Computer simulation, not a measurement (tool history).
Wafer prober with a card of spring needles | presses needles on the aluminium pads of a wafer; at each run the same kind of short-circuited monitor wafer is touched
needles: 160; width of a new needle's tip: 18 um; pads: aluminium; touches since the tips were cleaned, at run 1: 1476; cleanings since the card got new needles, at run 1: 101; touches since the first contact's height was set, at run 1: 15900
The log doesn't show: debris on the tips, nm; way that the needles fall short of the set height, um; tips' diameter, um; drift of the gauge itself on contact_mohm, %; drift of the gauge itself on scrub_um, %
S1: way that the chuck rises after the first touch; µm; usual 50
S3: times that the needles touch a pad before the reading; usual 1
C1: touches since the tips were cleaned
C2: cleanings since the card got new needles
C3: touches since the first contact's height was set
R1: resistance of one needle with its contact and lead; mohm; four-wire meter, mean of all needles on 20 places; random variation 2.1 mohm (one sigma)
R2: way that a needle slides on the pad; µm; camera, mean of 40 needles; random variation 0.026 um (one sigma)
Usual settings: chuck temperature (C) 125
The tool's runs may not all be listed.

Run 1, day 0.000: usual settings; C1 1476; C2 101; C3 15900. Result: R1 268 mohm, R2 10.15 µm.
At day 0.296: tips cleaned on abrasive film.
At day 0.788: tips cleaned on abrasive film.
At day 1.179: tips cleaned on abrasive film.
At day 1.571: tips cleaned on abrasive film.
At day 1.967: tips cleaned on abrasive film.
At day 2.454: tips cleaned on abrasive film.
Run 2, day 2.783: usual settings but S1 42 µm; C1 4079; C2 107; C3 50029. Result: R1 342 mohm, R2 8.40 µm.
At day 2.888: tips cleaned on abrasive film.
At day 3.279: tips cleaned on abrasive film.
At day 3.771: tips cleaned on abrasive film.
At day 4.258: tips cleaned on abrasive film.
At day 4.750: tips cleaned on abrasive film.
Run 3, day 4.925: usual settings but chuck temperature (C) 28; C1 2160; C2 112; C3 76229. Result: R1 278 mohm, R2 9.95 µm.
At day 5.221: tips cleaned on abrasive film.
At day 5.612: tips cleaned on abrasive film.
At day 6.104: tips cleaned on abrasive film.
At day 6.592: tips cleaned on abrasive film.
At day 7.083: tips cleaned on abrasive film.
At day 7.475: tips cleaned on abrasive film.
At day 7.871: tips cleaned on abrasive film.
Run 4, day 7.900: usual settings but chuck temperature (C) 28; C1 355; C2 119; C3 112643. Result: R1 239 mohm, R2 9.77 µm.
At day 8.292: tips cleaned on abrasive film.
At day 8.683: tips cleaned on abrasive film.
At day 9.079: tips cleaned on abrasive film.
At day 9.567: tips cleaned on abrasive film.
At day 10.058: tips cleaned on abrasive film.
Run 5, day 10.208: usual settings but S1 41 µm; C1 1866; C2 124; C3 140953. Result: R1 328 mohm, R2 7.89 µm.
At day 10.504: tips cleaned on abrasive film.
At day 10.896: tips cleaned on abrasive film.
At day 11.292: tips cleaned on abrasive film.
At day 11.779: tips cleaned on abrasive film.
Run 6, day 12.158: usual settings but S1 41 µm, chuck temperature (C) 51; C1 4687; C2 128; C3 164873. Result: R1 370 mohm, R2 7.81 µm.
At day 12.262: tips cleaned on abrasive film.
At day 12.654: tips cleaned on abrasive film.
At day 12.958: height of the first contact set anew.
At day 13.058: tips cleaned on abrasive film.
At day 13.550: tips cleaned on abrasive film.
At day 14.042: tips cleaned on abrasive film.
Run 7, day 14.312: usual settings but S1 41 µm, chuck temperature (C) 51; C1 3376; C2 133; C3 16598. Result: R1 347 mohm, R2 8.29 µm.
At day 14.512: tips cleaned on abrasive film.
At day 14.904: tips cleaned on abrasive film.
At day 15.296: tips cleaned on abrasive film.
At day 15.692: tips cleaned on abrasive film.
At day 16.179: tips cleaned on abrasive film.
Run 8, day 16.179: usual settings but S1 41 µm, chuck temperature (C) 51; C1 0; C2 138; C3 39424. Result: R1 229 mohm, R2 8.20 µm.
At day 16.571: tips cleaned on abrasive film.
At day 16.967: tips cleaned on abrasive film.
At day 17.454: tips cleaned on abrasive film.
At day 17.946: tips cleaned on abrasive film.
At day 18.338: tips cleaned on abrasive film.
At day 18.829: tips cleaned on abrasive film.
Run 9, day 18.900: usual settings; C1 859; C2 144; C3 72736. Result: R1 261 mohm, R2 9.97 µm.
At day 19.292: tips cleaned on abrasive film.
At day 19.683: tips cleaned on abrasive film.
At day 20.079: tips cleaned on abrasive film.
Run 10, day 20.375: usual settings; C1 3703; C2 147; C3 90862. Result: R1 306 mohm, R2 9.85 µm.
At day 20.479: tips cleaned on abrasive film.
At day 20.871: tips cleaned on abrasive film.
At day 21.262: tips cleaned on abrasive film.
At day 21.754: tips cleaned on abrasive film.
At day 22.246: tips cleaned on abrasive film.
At day 22.638: tips cleaned on abrasive film.
Run 11, day 22.821: usual settings; C1 2285; C2 153; C3 120795. Result: R1 305 mohm, R2 9.77 µm.
At day 23.117: tips cleaned on abrasive film.
At day 23.608: tips cleaned on abrasive film.
At day 24.000: tips cleaned on abrasive film.
At day 24.396: tips cleaned on abrasive film.
At day 24.883: tips cleaned on abrasive film.
Run 12, day 25.100: usual settings; C1 2686; C2 158; C3 148723. Result: R1 322 mohm, R2 9.73 µm.
At day 25.300: tips cleaned on abrasive film.
At day 25.792: tips cleaned on abrasive film.
At day 26.183: tips cleaned on abrasive film.
At day 26.575: tips cleaned on abrasive film.
At day 27.067: tips cleaned on abrasive film.
At day 27.175: height of the first contact set anew.
At day 27.471: tips cleaned on abrasive film.
At day 27.962: tips cleaned on abrasive film.
Run 13, day 28.308: usual settings but S1 31 µm, chuck temperature (C) 68, S3 2; C1 4260; C2 165; C3 13876. Result: R1 379 mohm, R2 6.26 µm.
At day 28.408: tips cleaned on abrasive film.
At day 28.900: tips cleaned on abrasive film.
At day 29.292: tips cleaned on abrasive film.
At day 29.779: tips cleaned on abrasive film.
Run 14, day 29.975: usual settings but S1 31 µm, chuck temperature (C) 68; C1 2409; C2 169; C3 34315. Result: R1 409 mohm, R2 6.24 µm.
At day 30.267: tips cleaned on abrasive film.
At day 30.658: tips cleaned on abrasive film.
At day 31.150: tips cleaned on abrasive film.
Run 15, day 31.454: usual settings but S1 33 µm; C1 3777; C2 172; C3 52449. Result: R1 440 mohm, R2 6.60 µm.
At day 31.558: tips cleaned on abrasive film.
At day 32.046: tips cleaned on abrasive film.
At day 32.442: tips cleaned on abrasive film.
At day 32.833: tips cleaned on abrasive film.
At day 33.321: tips cleaned on abrasive film.
At day 33.717: tips cleaned on abrasive film.
At day 34.204: tips cleaned on abrasive film.
Run 16, day 34.229: usual settings but S1 39 µm, chuck temperature (C) 57, S3 2; C1 296; C2 179; C3 86403. Result: R1 234 mohm, R2 7.64 µm.
At day 34.625: tips cleaned on abrasive film.
At day 35.017: tips cleaned on abrasive film.
At day 35.504: tips cleaned on abrasive film.
At day 35.996: tips cleaned on abrasive film.
Run 17, day 36.100: usual settings but S1 54 µm, chuck temperature (C) 42, S3 2; C1 1271; C2 183; C3 109312. Result: R1 238 mohm, R2 10.64 µm.
At day 36.396: tips cleaned on abrasive film.
At day 36.883: tips cleaned on abrasive film.
At day 37.279: tips cleaned on abrasive film.
At day 37.671: tips cleaned on abrasive film.
At day 38.071: tips cleaned on abrasive film.
Run 18, day 38.071: usual settings but S1 54 µm, chuck temperature (C) 42, S3 2; C1 0; C2 188; C3 133452. Result: R1 213 mohm, R2 10.60 µm.
At day 38.467: tips cleaned on abrasive film.
At day 38.954: tips cleaned on abrasive film.
At day 39.350: tips cleaned on abrasive film.
At day 39.838: tips cleaned on abrasive film.
At day 40.233: tips cleaned on abrasive film.
Run 19, day 40.458: usual settings but S1 47 µm, chuck temperature (C) 73; C1 2809; C2 193; C3 162707. Result: R1 326 mohm, R2 9.06 µm.
At day 40.658: tips cleaned on abrasive film.
At day 41.050: tips cleaned on abrasive film.
At day 41.354: height of the first contact set anew.
At day 41.454: tips cleaned on abrasive film.
At day 41.850: tips cleaned on abrasive film.
At day 42.242: tips cleaned on abrasive film.
Run 20, day 42.267: usual settings but S1 31 µm, chuck temperature (C) 47; C1 315; C2 198; C3 11132. Result: R1 286 mohm, R2 6.25 µm.
At day 42.658: tips cleaned on abrasive film.
At day 43.150: tips cleaned on abrasive film.
At day 43.642: tips cleaned on abrasive film.
Run 21, day 43.712: usual settings but S1 31 µm, chuck temperature (C) 105; C1 867; C2 201; C3 28827. Result: R1 336 mohm, R2 6.22 µm.
At day 44.104: tips cleaned on abrasive film.
At day 44.496: tips cleaned on abrasive film.
At day 44.888: tips cleaned on abrasive film.
At day 45.379: tips cleaned on abrasive film.
At day 45.871: tips cleaned on abrasive film.
At day 46.262: tips cleaned on abrasive film.
Run 22, day 46.633: usual settings but S1 31 µm, chuck temperature (C) 105; C1 4581; C2 207; C3 64659. Result: R1 543 mohm, R2 6.12 µm.
At day 46.733: tips cleaned on abrasive film.
At day 47.129: tips cleaned on abrasive film.
At day 47.521: tips cleaned on abrasive film.
At day 48.012: tips cleaned on abrasive film.
At day 48.404: tips cleaned on abrasive film.
At day 48.896: tips cleaned on abrasive film.
At day 49.396: card fitted with new needles.
At day 49.883: tips cleaned on abrasive film.
Run 23, day 50.246: usual settings but chuck temperature (C) 64; C1 4458; C2 1; C3 10467. Result: R1 280 mohm, R2 10.13 µm.
At day 50.346: tips cleaned on abrasive film.
At day 50.738: tips cleaned on abrasive film.
At day 51.133: tips cleaned on abrasive film.
At day 51.525: tips cleaned on abrasive film.
Run 24, day 51.888: usual settings but S1 33 µm, chuck temperature (C) 78; C1 4478; C2 5; C3 30570. Result: R1 378 mohm, R2 6.62 µm.

Some steps in R1 between neighbouring runs. How much of each would the tool show without its hidden state too (settings, what came in, random variation), and how much is left for the hidden state, with any gauge scatter that isn't in both results?
Run 21 -> 22: tips cleaned on abrasive film, tips cleaned on abrasive film, tips cleaned on abrasive film, tips cleaned on abrasive film, tips cleaned on abrasive film, tips cleaned on abrasive film. R1 +207 mohm: hidden state +202, all else +5.
Run 22 -> 23: S1 31 -> 50, chuck temperature (C) 105 -> 64, tips cleaned on abrasive film, tips cleaned on abrasive film, tips cleaned on abrasive film, tips cleaned on abrasive film, tips cleaned on abrasive film, tips cleaned on abrasive film, card fitted with new needles, tips cleaned on abrasive film. R1 -263 mohm: hidden state -241, all else -22.
